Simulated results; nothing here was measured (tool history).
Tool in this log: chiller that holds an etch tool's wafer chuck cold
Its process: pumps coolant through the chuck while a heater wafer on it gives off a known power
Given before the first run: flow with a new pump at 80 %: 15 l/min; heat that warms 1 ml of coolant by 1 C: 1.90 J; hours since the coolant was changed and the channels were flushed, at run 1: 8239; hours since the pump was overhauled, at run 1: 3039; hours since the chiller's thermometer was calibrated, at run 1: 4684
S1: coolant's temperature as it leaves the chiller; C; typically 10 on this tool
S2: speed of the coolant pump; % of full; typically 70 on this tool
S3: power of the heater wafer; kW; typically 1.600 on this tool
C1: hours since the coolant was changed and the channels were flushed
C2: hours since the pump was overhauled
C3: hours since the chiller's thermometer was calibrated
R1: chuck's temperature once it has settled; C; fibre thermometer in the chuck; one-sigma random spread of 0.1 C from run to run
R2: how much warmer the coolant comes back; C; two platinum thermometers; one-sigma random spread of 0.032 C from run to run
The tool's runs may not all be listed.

| run | hour | S1 | S2 | S3 | C1 | C2 | C3 | R1 | R2 |
|---|---|---|---|---|---|---|---|---|---|
| 1 | 0.0 | 10 | 70 | 1.600 | 8239 | 3039 | 4684 | 20.6 | 3.83 |
| 2 | 132.4 | 10 | 93 | 1.600 | 8371 | 3171 | 4817 | 18.5 | 2.99 |
| 3 | 225.3 | 10 | 83 | 1.600 | 8464 | 3264 | 4909 | 19.2 | 3.32 |
|  | 335.6 | coolant changed, channels flushed |
| 4 | 404.1 | 10 | 83 | 1.600 | 69 | 3437 | 5082 | 19.1 | 3.38 |
| 5 | 572.8 | 10 | 61 | 1.600 | 237 | 3606 | 5251 | 21.6 | 4.58 |
| 6 | 722.5 | 10 | 61 | 1.600 | 387 | 3756 | 5401 | 21.6 | 4.59 |
| 7 | 806.4 | 10 | 61 | 1.600 | 471 | 3839 | 5485 | 21.7 | 4.69 |
| 8 | 903.8 | 10 | 70 | 1.600 | 568 | 3937 | 5582 | 20.5 | 4.10 |
| 9 | 1079.0 | 10 | 70 | 1.600 | 743 | 4112 | 5757 | 20.4 | 4.14 |
| 10 | 1152.0 | 1 | 70 | 1.600 | 816 | 4185 | 5830 | 11.3 | 4.21 |
|  | 1245.6 | chiller's thermometer calibrated |
| 11 | 1318.8 | 1 | 70 | 1.600 | 982 | 4351 | 73 | 11.3 | 4.24 |
|  | 1434.7 | gauge calibrated |
| 12 | 1446.3 | 4 | 70 | 1.600 | 1110 | 4478 | 201 | 14.3 | 3.85 |
| 13 | 1585.3 | 4 | 70 | 1.600 | 1249 | 4617 | 340 | 14.4 | 3.82 |
| 14 | 1745.9 | 4 | 70 | 1.600 | 1409 | 4778 | 500 | 14.3 | 4.00 |
| 15 | 1913.7 | 10 | 63 | 1.600 | 1577 | 4946 | 668 | 21.3 | 4.39 |
| 16 | 1993.7 | 2 | 70 | 1.600 | 1657 | 5026 | 748 | 12.4 | 4.02 |
| 17 | 2108.6 | 10 | 70 | 2.350 | 1772 | 5141 | 863 | 25.3 | 5.80 |
| 18 | 2200.3 | 10 | 73 | 1.738 | 1864 | 5232 | 955 | 21.0 | 4.19 |
| 19 | 2301.7 | 10 | 70 | 1.977 | 1965 | 5334 | 1056 | 22.8 | 5.00 |
| 20 | 2380.0 | 4 | 80 | 1.600 | 2043 | 5412 | 1134 | 13.5 | 3.63 |
| 21 | 2507.3 | 4 | 70 | 2.188 | 2171 | 5539 | 1262 | 18.5 | 5.52 |
| 22 | 2620.0 | 11 | 81 | 2.053 | 2283 | 5652 | 1374 | 22.9 | 4.64 |
| 23 | 2767.8 | 11 | 81 | 2.053 | 2431 | 5800 | 1522 | 23.0 | 4.69 |
| 24 | 2846.5 | 13 | 63 | 0.900 | 2510 | 5879 | 1601 | 19.3 | 2.76 |
| 25 | 2972.1 | 13 | 63 | 0.900 | 2636 | 6004 | 1726 | 19.3 | 2.92 |
| 26 | 3139.1 | 2 | 73 | 1.330 | 2803 | 6171 | 1893 | 10.4 | 3.61 |
| 27 | 3293.0 | 2 | 73 | 1.330 | 2956 | 6325 | 2047 | 10.4 | 3.65 |
| 28 | 3412.7 | 16 | 67 | 1.600 | 3076 | 6445 | 2167 | 26.6 | 4.58 |
| 29 | 3509.2 | 2 | 76 | 2.168 | 3173 | 6541 | 2264 | 15.2 | 5.44 |
| 30 | 3632.9 | 10 | 94 | 1.043 | 3296 | 6665 | 2387 | 15.5 | 2.55 |
| 31 | 3801.1 | 10 | 94 | 1.043 | 3465 | 6833 | 2555 | 15.4 | 2.59 |

Difference, measured minus no-hidden-state, one row per run. Run-to-run variation is common to both terms; the gauge's own scatter need not be:
What the log doesn't record here: heat passed by the chuck's channels, % of clean ones'; flow at a given pump speed, % of a new pump's; coolant's true temperature over the reading, C; drift of the gauge itself on chuck_c, C; drift of the gauge itself on warmer_back_c, C.
| run | R2 |
|---|---|
| 1 | +0.00 |
| 2 | +0.04 |
| 3 | +0.07 |
| 4 | +0.12 |
| 5 | +0.17 |
| 6 | +0.22 |
| 7 | +0.24 |
| 8 | +0.27 |
| 9 | +0.32 |
| 10 | +0.35 |
| 11 | +0.39 |
| 12 | +0.01 |
| 13 | +0.05 |
| 14 | +0.10 |
| 15 | +0.14 |
| 16 | +0.17 |
| 17 | +0.21 |
| 18 | +0.23 |
| 19 | +0.26 |
| 20 | +0.28 |
| 21 | +0.33 |
| 22 | +0.35 |
| 23 | +0.40 |
| 24 | +0.42 |
| 25 | +0.46 |
| 26 | +0.51 |
| 27 | +0.56 |
| 28 | +0.59 |
| 29 | +0.62 |
| 30 | +0.65 |
| 31 | +0.71 |
R1: within 0.1 C of the measured result in every run.
